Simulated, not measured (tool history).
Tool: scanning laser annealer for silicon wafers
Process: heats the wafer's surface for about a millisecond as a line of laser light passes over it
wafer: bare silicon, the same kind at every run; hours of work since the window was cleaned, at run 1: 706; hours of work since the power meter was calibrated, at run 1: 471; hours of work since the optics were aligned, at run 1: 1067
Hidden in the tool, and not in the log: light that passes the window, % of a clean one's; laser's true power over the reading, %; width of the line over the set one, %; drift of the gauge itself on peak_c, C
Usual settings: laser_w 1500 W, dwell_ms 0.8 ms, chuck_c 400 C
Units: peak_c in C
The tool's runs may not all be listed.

run   hour  laser_w  dwell_ms  chuck_c  hours of work since the window was cleaned  hours of work since the power meter was calibrated  hours of work since the optics were aligned  peak_c
  1      0     1500       0.8      400                                         706                                                 471                                         1067    1138
  2   10.1     1500       0.8      400                                         712                                                 476                                         1073    1141
  3   28.9     1500       0.8      400                                         722                                                 487                                         1084    1139
  4   38.6     1500       0.8      400                                         728                                                 492                                         1089    1139
  5   51.3     1500       0.8      404                                         735                                                 499                                         1096    1145
  6   72.2     1500     0.936      404                                         746                                                 511                                         1108    1205
  7     91     1500     0.936      404                                         757                                                 521                                         1118    1205
  8    105     1500     0.936      404                                         765                                                 529                                         1126    1208
  9  113.9     1276     0.936      404                                         770                                                 534                                         1131    1059
 10  128.4     1276     0.936      404                                         778                                                 542                                         1139    1053
 11  139.3     1276     0.936      404                                         784                                                 548                                         1145    1056
 12  148.7     1500       0.8      400                                         789                                                 553                                         1150    1143
 13  161.5     1500       0.8      408                                         796                                                 561                                         1157    1150
 14  174.9     1500       0.8      408                                         803                                                 568                                         1165    1147
 15  191.2     1500       0.8      408                                         813                                                 577                                         1174    1147
 16  205.4     1500       0.8      400                                         820                                                 585                                         1182    1138
 17  219.5     1500       0.8      400                                         828                                                 593                                         1189    1142
 18  229.9     1301     0.698      401                                         834                                                 598                                         1195     976
 19  244.9     1440     0.927      386                                         842                                                 607                                         1204    1139
 20  254.7     1500     0.926      377                                         848                                                 612                                         1209    1175
 21  272.4     1455     0.958      377                                         858                                                 622                                         1219    1157
 22  282.2     1391     0.958      377                                         863                                                 628                                         1224    1115
 23  297.4     1391     0.958      377                                         872                                                 636                                         1233    1112
 24  313.1     1500     0.938      400                                         880                                                 645                                         1241    1205
 25  322.5     1500     0.938      400                                         886                                                 650                                         1247    1203
 26  342.1     1578       0.8      404                                         896                                                 661                                         1258    1194
     352.3  -- optics aligned, line set to its width
 27  356.9     1378     0.878      435                                         902                                                 666                                            3    1129
 28  372.4     1500     0.665      423                                         910                                                 675                                           11    1094
 29  381.3     1522     0.657      400                                         915                                                 680                                           16    1083
 30  396.5     1522     0.657      400                                         924                                                 688                                           25    1080
 31  414.6     1506     0.626      400                                         934                                                 698                                           35    1055
 32  427.1     1506     0.626      400                                         941                                                 705                                           42    1059
 33    448     1355     0.626      364                                         953                                                 717                                           53     941
     462.6  -- window over the wafer cleaned
 34  464.9     1355     0.626      364                                           1                                                 725                                           61     939

Forecast each of these 5 alternatives for the next run:
  A  481.1     1414       0.8      400                                          10                                                 734                                           70       ?
  B  481.1     1356     0.708      421                                          10                                                 734                                           70       ?
  C  481.1     1526     0.626      364                                          10                                                 734                                           70       ?
  D  481.1     1350     0.781      408                                          10                                                 734                                           70       ?
  E  481.1     1425     0.963      421                                          10                                                 734                                           70       ?

run  peak_c
  A    1085
  B    1031
  C    1031
  D    1048
  E    1186
Without the tool's hidden state the same runs would have given:
run  peak_c
  A    1085
  B    1031
  C    1031
  D    1048
  E    1186
